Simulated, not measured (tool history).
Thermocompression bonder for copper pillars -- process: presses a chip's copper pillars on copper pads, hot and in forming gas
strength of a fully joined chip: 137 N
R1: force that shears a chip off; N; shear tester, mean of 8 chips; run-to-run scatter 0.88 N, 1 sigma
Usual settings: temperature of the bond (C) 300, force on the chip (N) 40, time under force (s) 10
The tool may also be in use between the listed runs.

run 1 hour=0.0 | temperature_of_the_bond_(C)=300 force_on_the_chip_(N)=40 time_under_force_(s)=10 | R1=62.5
run 2 hour=12.9 | temperature_of_the_bond_(C)=300 force_on_the_chip_(N)=40 time_under_force_(s)=10 | R1=62.9
run 3 hour=22.6 | temperature_of_the_bond_(C)=300 force_on_the_chip_(N)=40 time_under_force_(s)=10 | R1=61.8
-- hour=30.6 forming gas filter changed
run 4 hour=36.4 | temperature_of_the_bond_(C)=305 force_on_the_chip_(N)=40 time_under_force_(s)=10 | R1=72.5
run 5 hour=48.4 | temperature_of_the_bond_(C)=305 force_on_the_chip_(N)=40 time_under_force_(s)=10 | R1=72.9
run 6 hour=61.5 | temperature_of_the_bond_(C)=300 force_on_the_chip_(N)=40 time_under_force_(s)=10 | R1=68.6
run 7 hour=74.6 | temperature_of_the_bond_(C)=300 force_on_the_chip_(N)=40 time_under_force_(s)=10 | R1=68.0
run 8 hour=85.4 | temperature_of_the_bond_(C)=300 force_on_the_chip_(N)=40 time_under_force_(s)=10 | R1=69.6
run 9 hour=92.6 | temperature_of_the_bond_(C)=300 force_on_the_chip_(N)=40 time_under_force_(s)=10 | R1=68.0
run 10 hour=105.8 | temperature_of_the_bond_(C)=326 force_on_the_chip_(N)=40 time_under_force_(s)=10 | R1=89.7
run 11 hour=116.1 | temperature_of_the_bond_(C)=300 force_on_the_chip_(N)=40 time_under_force_(s)=10 | R1=67.3
run 12 hour=128.0 | temperature_of_the_bond_(C)=300 force_on_the_chip_(N)=40 time_under_force_(s)=10 | R1=67.5
run 13 hour=136.0 | temperature_of_the_bond_(C)=300 force_on_the_chip_(N)=40 time_under_force_(s)=10 | R1=67.9
run 14 hour=152.0 | temperature_of_the_bond_(C)=300 force_on_the_chip_(N)=40 time_under_force_(s)=10 | R1=66.3
run 15 hour=162.3 | temperature_of_the_bond_(C)=300 force_on_the_chip_(N)=40 time_under_force_(s)=10 | R1=66.2
run 16 hour=169.6 | temperature_of_the_bond_(C)=300 force_on_the_chip_(N)=32 time_under_force_(s)=10 | R1=57.9
run 17 hour=182.0 | temperature_of_the_bond_(C)=300 force_on_the_chip_(N)=32 time_under_force_(s)=10 | R1=57.0
run 18 hour=192.8 | temperature_of_the_bond_(C)=300 force_on_the_chip_(N)=46 time_under_force_(s)=11 | R1=76.7
-- hour=196.3 heater calibrated with a thermocouple chip
run 19 hour=202.6 | temperature_of_the_bond_(C)=300 force_on_the_chip_(N)=27 time_under_force_(s)=24 | R1=68.0
run 20 hour=210.8 | temperature_of_the_bond_(C)=300 force_on_the_chip_(N)=27 time_under_force_(s)=24 | R1=70.0
run 21 hour=219.5 | temperature_of_the_bond_(C)=300 force_on_the_chip_(N)=27 time_under_force_(s)=24 | R1=68.7
run 22 hour=234.9 | temperature_of_the_bond_(C)=300 force_on_the_chip_(N)=27 time_under_force_(s)=24 | R1=68.4
run 23 hour=250.2 | temperature_of_the_bond_(C)=282 force_on_the_chip_(N)=40 time_under_force_(s)=24 | R1=71.0
run 24 hour=265.8 | temperature_of_the_bond_(C)=285 force_on_the_chip_(N)=49 time_under_force_(s)=19 | R1=76.8
run 25 hour=276.4 | temperature_of_the_bond_(C)=285 force_on_the_chip_(N)=49 time_under_force_(s)=19 | R1=79.8
-- hour=285.0 heater calibrated with a thermocouple chip, once more
run 26 hour=288.9 | temperature_of_the_bond_(C)=285 force_on_the_chip_(N)=49 time_under_force_(s)=19 | R1=82.0
run 27 hour=303.0 | temperature_of_the_bond_(C)=302 force_on_the_chip_(N)=28 time_under_force_(s)=23 | R1=74.1
run 28 hour=318.7 | temperature_of_the_bond_(C)=300 force_on_the_chip_(N)=59 time_under_force_(s)=16 | R1=101.4
run 29 hour=333.6 | temperature_of_the_bond_(C)=294 force_on_the_chip_(N)=40 time_under_force_(s)=26 | R1=85.5
run 30 hour=341.7 | temperature_of_the_bond_(C)=275 force_on_the_chip_(N)=52 time_under_force_(s)=20 | R1=75.0
run 31 hour=353.8 | temperature_of_the_bond_(C)=275 force_on_the_chip_(N)=52 time_under_force_(s)=20 | R1=76.7
run 32 hour=366.9 | temperature_of_the_bond_(C)=324 force_on_the_chip_(N)=27 time_under_force_(s)=19 | R1=87.0
run 33 hour=377.1 | temperature_of_the_bond_(C)=284 force_on_the_chip_(N)=58 time_under_force_(s)=10 | R1=72.8
run 34 hour=393.9 | temperature_of_the_bond_(C)=294 force_on_the_chip_(N)=57 time_under_force_(s)=16 | R1=93.4

Predict each of these 4 candidate next runs independently; none follows another, all start after run 34:
run A hour=403.7 | temperature_of_the_bond_(C)=294 force_on_the_chip_(N)=28 time_under_force_(s)=20 | R1=?
run B hour=403.7 | temperature_of_the_bond_(C)=329 force_on_the_chip_(N)=57 time_under_force_(s)=8 | R1=?
run C hour=403.7 | temperature_of_the_bond_(C)=280 force_on_the_chip_(N)=30 time_under_force_(s)=26 | R1=?
run D hour=403.7 | temperature_of_the_bond_(C)=294 force_on_the_chip_(N)=57 time_under_force_(s)=5 | R1=?

run=A R1=63.3
run=B R1=106.8
run=C R1=60.3
run=D R1=66.2
What these runs would have given with no unlogged condition in the tool:
run=A R1=66.2
run=B R1=111.0
run=C R1=63.0
run=D R1=69.1
